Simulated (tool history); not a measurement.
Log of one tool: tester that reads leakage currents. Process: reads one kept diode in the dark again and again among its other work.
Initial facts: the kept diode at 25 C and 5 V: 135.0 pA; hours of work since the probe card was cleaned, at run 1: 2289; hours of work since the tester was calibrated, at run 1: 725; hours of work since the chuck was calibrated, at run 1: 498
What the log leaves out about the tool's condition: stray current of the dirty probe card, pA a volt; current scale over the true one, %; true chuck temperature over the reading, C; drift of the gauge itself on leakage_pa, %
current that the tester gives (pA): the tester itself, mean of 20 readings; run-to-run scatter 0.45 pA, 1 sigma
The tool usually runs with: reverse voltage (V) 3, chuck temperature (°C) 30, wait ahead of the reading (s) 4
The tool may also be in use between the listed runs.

| run | hour | reverse voltage (V) | chuck temperature (°C) | wait ahead of the reading (s) | hours of work since the probe card was cleaned | hours of work since the tester was calibrated | hours of work since the chuck was calibrated | current that the tester gives (pA) |
|---|---|---|---|---|---|---|---|---|
| 1 | 0 | 3 | 30 | 4 | 2289 | 725 | 498 | 151.99 |
| 2 | 187.4 | 2.33 | 30 | 4 | 2402 | 837 | 611 | 130.97 |
| 3 | 367 | 2.33 | 30 | 4 | 2510 | 945 | 718 | 131.01 |
| 4 | 581.2 | 2.33 | 30 | 4 | 2638 | 1074 | 847 | 130.62 |
| 5 | 716.3 | 2.33 | 30 | 4 | 2719 | 1155 | 928 | 129.86 |
| 6 | 893.9 | 2.33 | 47 | 4 | 2826 | 1261 | 1035 | 395.92 |
| 7 | 1127.2 | 2.33 | 47 | 4 | 2966 | 1402 | 1175 | 390.7 |
|  | 1146.4 | probe card cleaned and baked |
| 8 | 1269.5 | 3 | 30 | 4 | 74 | 1485 | 1258 | 148.14 |
| 9 | 1373.7 | 3 | 30 | 4 | 136 | 1548 | 1321 | 147.75 |
| 10 | 1602.1 | 1.12 | 30 | 1.27 | 273 | 1685 | 1458 | 86.28 |
| 11 | 1704.5 | 1.37 | 30 | 0.38 | 335 | 1746 | 1519 | 96.45 |
| 12 | 1813.2 | 11.1 | 21 | 9.03 | 400 | 1812 | 1585 | 176.62 |
| 13 | 1970.4 | 11.1 | 21 | 9.03 | 495 | 1906 | 1679 | 177.5 |
|  | 2158.2 | probe card cleaned and baked, once more |
| 14 | 2195.2 | 3 | 27 | 4.99 | 22 | 2039 | 1812 | 107.73 |
| 15 | 2327.5 | 18.67 | 21 | 1.73 | 102 | 2118 | 1892 | 181.72 |
| 16 | 2486.9 | 3.44 | 21 | 0.95 | 197 | 2214 | 1987 | 74.85 |
| 17 | 2702.8 | 12.15 | 46 | 0.37 | 327 | 2344 | 2117 | 821.73 |

Predict each of these 3 candidate next runs independently; none follows another, all start after run 17:
| A | 2928.1 | 1.42 | 30 | 4 | 462 | 2479 | 2252 | ? |
| B | 2928.1 | 5.45 | 46 | 0.37 | 462 | 2479 | 2252 | ? |
| C | 2928.1 | 1.1 | 30 | 0.33 | 462 | 2479 | 2252 | ? |

| run | current that the tester gives (pA) |
|---|---|
| A | 89.55 |
| B | 537.29 |
| C | 79.3 |
Take away the tool's hidden state, keep each run's random variation, and the runs would have read:
| run | current that the tester gives (pA) |
|---|---|
| A | 101.78 |
| B | 603.93 |
| C | 90.04 |
